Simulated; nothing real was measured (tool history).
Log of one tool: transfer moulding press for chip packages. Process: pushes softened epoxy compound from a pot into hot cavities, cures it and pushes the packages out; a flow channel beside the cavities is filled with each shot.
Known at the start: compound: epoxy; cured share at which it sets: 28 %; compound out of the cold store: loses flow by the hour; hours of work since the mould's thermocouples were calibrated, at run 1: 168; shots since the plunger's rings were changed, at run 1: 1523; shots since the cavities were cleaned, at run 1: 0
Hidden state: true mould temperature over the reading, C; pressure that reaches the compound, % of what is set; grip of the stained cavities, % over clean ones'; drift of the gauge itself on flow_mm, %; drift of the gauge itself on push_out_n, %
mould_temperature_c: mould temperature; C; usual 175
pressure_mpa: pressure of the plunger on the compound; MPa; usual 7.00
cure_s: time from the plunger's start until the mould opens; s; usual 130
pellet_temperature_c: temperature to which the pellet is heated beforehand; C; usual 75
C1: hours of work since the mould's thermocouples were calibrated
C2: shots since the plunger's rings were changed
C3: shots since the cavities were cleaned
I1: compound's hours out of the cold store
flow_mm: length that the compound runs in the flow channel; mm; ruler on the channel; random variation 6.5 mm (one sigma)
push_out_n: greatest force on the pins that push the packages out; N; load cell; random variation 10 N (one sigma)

{"run": 1, "day": 0.0, "mould_temperature_c": 175, "pressure_mpa": 7.0, "cure_s": 130, "pellet_temperature_c": 75, "C1": 168, "C2": 1523, "C3": 0, "I1": 34.8, "flow_mm": 683, "push_out_n": 473}
{"run": 2, "day": 0.858, "mould_temperature_c": 175, "pressure_mpa": 7.0, "cure_s": 130, "pellet_temperature_c": 84, "C1": 181, "C2": 1706, "C3": 183, "I1": 11.1, "flow_mm": 776, "push_out_n": 679}
{"run": 3, "day": 1.858, "mould_temperature_c": 175, "pressure_mpa": 7.0, "cure_s": 138, "pellet_temperature_c": 84, "C1": 195, "C2": 1920, "C3": 397, "I1": 34.7, "flow_mm": 680, "push_out_n": 739}
{"run": 4, "day": 3.138, "mould_temperature_c": 175, "pressure_mpa": 7.0, "cure_s": 138, "pellet_temperature_c": 84, "C1": 214, "C2": 2193, "C3": 670, "I1": 16.1, "flow_mm": 751, "push_out_n": 861}
{"day": 3.975, "done": "cavities cleaned with cleaning compound and waxed"}
{"run": 5, "day": 4.617, "mould_temperature_c": 175, "pressure_mpa": 7.0, "cure_s": 138, "pellet_temperature_c": 84, "C1": 235, "C2": 2496, "C3": 138, "I1": 9.1, "flow_mm": 777, "push_out_n": 598}
{"run": 6, "day": 5.4, "mould_temperature_c": 175, "pressure_mpa": 7.0, "cure_s": 138, "pellet_temperature_c": 84, "C1": 247, "C2": 2663, "C3": 305, "I1": 21.4, "flow_mm": 717, "push_out_n": 677}
{"run": 7, "day": 6.942, "mould_temperature_c": 175, "pressure_mpa": 7.0, "cure_s": 138, "pellet_temperature_c": 84, "C1": 270, "C2": 2992, "C3": 634, "I1": 46.7, "flow_mm": 627, "push_out_n": 792}
{"day": 7.933, "done": "cavities cleaned with cleaning compound and waxed"}
{"run": 8, "day": 8.138, "mould_temperature_c": 175, "pressure_mpa": 7.0, "cure_s": 138, "pellet_temperature_c": 84, "C1": 287, "C2": 3235, "C3": 44, "I1": 46.2, "flow_mm": 628, "push_out_n": 476}
{"run": 9, "day": 9.254, "mould_temperature_c": 175, "pressure_mpa": 7.0, "cure_s": 138, "pellet_temperature_c": 84, "C1": 303, "C2": 3473, "C3": 282, "I1": 27.1, "flow_mm": 684, "push_out_n": 672}
{"day": 9.958, "done": "mould's thermocouples calibrated"}
{"run": 10, "day": 10.154, "mould_temperature_c": 176, "pressure_mpa": 7.0, "cure_s": 130, "pellet_temperature_c": 75, "C1": 3, "C2": 3647, "C3": 456, "I1": 37.9, "flow_mm": 640, "push_out_n": 750}
{"run": 11, "day": 11.721, "mould_temperature_c": 176, "pressure_mpa": 6.58, "cure_s": 130, "pellet_temperature_c": 75, "C1": 26, "C2": 3982, "C3": 791, "I1": 42.8, "flow_mm": 596, "push_out_n": 838}
{"day": 11.967, "done": "cavities cleaned with cleaning compound and waxed"}
{"run": 12, "day": 12.492, "mould_temperature_c": 176, "pressure_mpa": 6.58, "cure_s": 132, "pellet_temperature_c": 75, "C1": 37, "C2": 4133, "C3": 112, "I1": 28.0, "flow_mm": 650, "push_out_n": 585}
{"run": 13, "day": 13.929, "mould_temperature_c": 176, "pressure_mpa": 6.58, "cure_s": 132, "pellet_temperature_c": 75, "C1": 58, "C2": 4440, "C3": 419, "I1": 44.9, "flow_mm": 578, "push_out_n": 713}
{"run": 14, "day": 14.696, "mould_temperature_c": 176, "pressure_mpa": 6.58, "cure_s": 132, "pellet_temperature_c": 75, "C1": 69, "C2": 4604, "C3": 583, "I1": 40.4, "flow_mm": 600, "push_out_n": 812}
{"day": 15.892, "done": "cavities cleaned with cleaning compound and waxed"}
{"run": 15, "day": 15.962, "mould_temperature_c": 175, "pressure_mpa": 6.31, "cure_s": 126, "pellet_temperature_c": 75, "C1": 87, "C2": 4862, "C3": 16, "I1": 37.5, "flow_mm": 587, "push_out_n": 490}
{"run": 16, "day": 16.829, "mould_temperature_c": 175, "pressure_mpa": 6.31, "cure_s": 126, "pellet_temperature_c": 75, "C1": 100, "C2": 5047, "C3": 201, "I1": 27.3, "flow_mm": 622, "push_out_n": 657}
{"run": 17, "day": 17.946, "mould_temperature_c": 176, "pressure_mpa": 7.61, "cure_s": 126, "pellet_temperature_c": 75, "C1": 117, "C2": 5285, "C3": 439, "I1": 40.5, "flow_mm": 623, "push_out_n": 776}
{"day": 18.896, "done": "plunger's sealing rings changed"}
{"run": 18, "day": 19.267, "mould_temperature_c": 167, "pressure_mpa": 7.61, "cure_s": 126, "pellet_temperature_c": 75, "C1": 135, "C2": 79, "C3": 699, "I1": 43.5, "flow_mm": 737, "push_out_n": 1420}
{"day": 19.892, "done": "cavities cleaned with cleaning compound and waxed"}
{"run": 19, "day": 20.371, "mould_temperature_c": 175, "pressure_mpa": 7.0, "cure_s": 154, "pellet_temperature_c": 75, "C1": 150, "C2": 302, "C3": 102, "I1": 46.4, "flow_mm": 658, "push_out_n": 509}
{"run": 20, "day": 21.554, "mould_temperature_c": 176, "pressure_mpa": 8.02, "cure_s": 168, "pellet_temperature_c": 75, "C1": 168, "C2": 555, "C3": 355, "I1": 39.8, "flow_mm": 726, "push_out_n": 659}
{"run": 21, "day": 22.833, "mould_temperature_c": 176, "pressure_mpa": 8.02, "cure_s": 168, "pellet_temperature_c": 75, "C1": 187, "C2": 827, "C3": 627, "I1": 33.1, "flow_mm": 738, "push_out_n": 734}
{"day": 23.8, "done": "cavities cleaned with cleaning compound and waxed"}
{"run": 22, "day": 24.342, "mould_temperature_c": 176, "pressure_mpa": 8.02, "cure_s": 168, "pellet_temperature_c": 75, "C1": 208, "C2": 1137, "C3": 116, "I1": 30.8, "flow_mm": 749, "push_out_n": 507}
{"run": 23, "day": 25.583, "mould_temperature_c": 167, "pressure_mpa": 6.4, "cure_s": 130, "pellet_temperature_c": 75, "C1": 226, "C2": 1402, "C3": 381, "I1": 39.7, "flow_mm": 663, "push_out_n": 1142}
{"run": 24, "day": 26.229, "mould_temperature_c": 175, "pressure_mpa": 6.02, "cure_s": 120, "pellet_temperature_c": 66, "C1": 236, "C2": 1539, "C3": 518, "I1": 29.8, "flow_mm": 638, "push_out_n": 887}
{"run": 25, "day": 27.304, "mould_temperature_c": 175, "pressure_mpa": 6.02, "cure_s": 118, "pellet_temperature_c": 74, "C1": 252, "C2": 1769, "C3": 748, "I1": 18.8, "flow_mm": 687, "push_out_n": 1031}
{"day": 27.725, "done": "cavities cleaned with cleaning compound and waxed"}
{"run": 26, "day": 28.292, "mould_temperature_c": 181, "pressure_mpa": 7.0, "cure_s": 146, "pellet_temperature_c": 75, "C1": 266, "C2": 1967, "C3": 122, "I1": 12.1, "flow_mm": 736, "push_out_n": 493}
{"run": 27, "day": 29.183, "mould_temperature_c": 175, "pressure_mpa": 6.01, "cure_s": 115, "pellet_temperature_c": 66, "C1": 279, "C2": 2157, "C3": 312, "I1": 8.8, "flow_mm": 706, "push_out_n": 919}

The same runs without the tool's hidden state, with the same run-to-run variation:
run=1 flow_mm=701 push_out_n=462
run=2 flow_mm=800 push_out_n=480
run=3 flow_mm=703 push_out_n=439
run=4 flow_mm=781 push_out_n=451
run=5 flow_mm=812 push_out_n=455
run=6 flow_mm=752 push_out_n=435
run=7 flow_mm=662 push_out_n=425
run=8 flow_mm=666 push_out_n=424
run=9 flow_mm=729 push_out_n=440
run=10 flow_mm=689 push_out_n=450
run=11 flow_mm=646 push_out_n=438
run=12 flow_mm=707 push_out_n=457
run=13 flow_mm=633 push_out_n=431
run=14 flow_mm=659 push_out_n=453
run=15 flow_mm=648 push_out_n=474
run=16 flow_mm=689 push_out_n=476
run=17 flow_mm=694 push_out_n=463
run=18 flow_mm=739 push_out_n=758
run=19 flow_mm=662 push_out_n=416
run=20 flow_mm=734 push_out_n=416
run=21 flow_mm=750 push_out_n=404
run=22 flow_mm=765 push_out_n=403
run=23 flow_mm=680 push_out_n=695
run=24 flow_mm=656 push_out_n=503
run=25 flow_mm=710 push_out_n=538
run=26 flow_mm=763 push_out_n=397
run=27 flow_mm=735 push_out_n=589
